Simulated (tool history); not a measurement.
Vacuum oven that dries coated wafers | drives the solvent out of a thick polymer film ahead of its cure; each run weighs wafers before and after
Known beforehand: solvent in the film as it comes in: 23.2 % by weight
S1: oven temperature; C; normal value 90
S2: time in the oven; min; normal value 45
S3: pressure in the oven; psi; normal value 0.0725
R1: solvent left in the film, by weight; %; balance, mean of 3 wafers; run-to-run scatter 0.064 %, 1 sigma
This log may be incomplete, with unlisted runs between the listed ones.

| run | hour | S1 | S2 | S3 | R1 |
|---|---|---|---|---|---|
| 1 | 0 | 90 | 45 | 0.0725 | 3.89 |
| 2 | 49.7 | 100 | 45 | 0.0725 | 0.9 |
| 3 | 82.4 | 100 | 45 | 0.0725 | 1.03 |
| 4 | 119 | 100 | 45 | 0.0725 | 1.01 |
| 5 | 156.6 | 100 | 45 | 0.0725 | 0.97 |
| 6 | 195.2 | 90 | 45 | 0.0725 | 3.86 |
| 7 | 227.7 | 90 | 45 | 0.0725 | 3.95 |
| 8 | 268.4 | 90 | 45 | 0.0725 | 3.95 |
| 9 | 296 | 90 | 45 | 0.0725 | 3.76 |
| 10 | 325.2 | 90 | 45 | 0.0725 | 3.91 |
| 11 | 360.7 | 90 | 45 | 0.0725 | 3.82 |
| 12 | 408.8 | 80 | 34 | 0.0732 | 10.71 |
| 13 | 445.5 | 90 | 31 | 0.1279 | 6.42 |
|  | 451.6 | oven's thermocouples calibrated |
| 14 | 491.9 | 90 | 31 | 0.1279 | 6.3 |
| 15 | 541.1 | 90 | 43 | 0.2276 | 5.25 |
| 16 | 586.1 | 90 | 43 | 0.2318 | 5.28 |
| 17 | 610.1 | 104 | 25 | 0.2841 | 2.76 |

The next listed run, before its measurement:
| 18 | 660.6 | 104 | 25 | 0.2841 | ? |

R1: 2.8 %
If the tool had no hidden condition, the same run with the same run-to-run variation would have returned R1 2.9 %.

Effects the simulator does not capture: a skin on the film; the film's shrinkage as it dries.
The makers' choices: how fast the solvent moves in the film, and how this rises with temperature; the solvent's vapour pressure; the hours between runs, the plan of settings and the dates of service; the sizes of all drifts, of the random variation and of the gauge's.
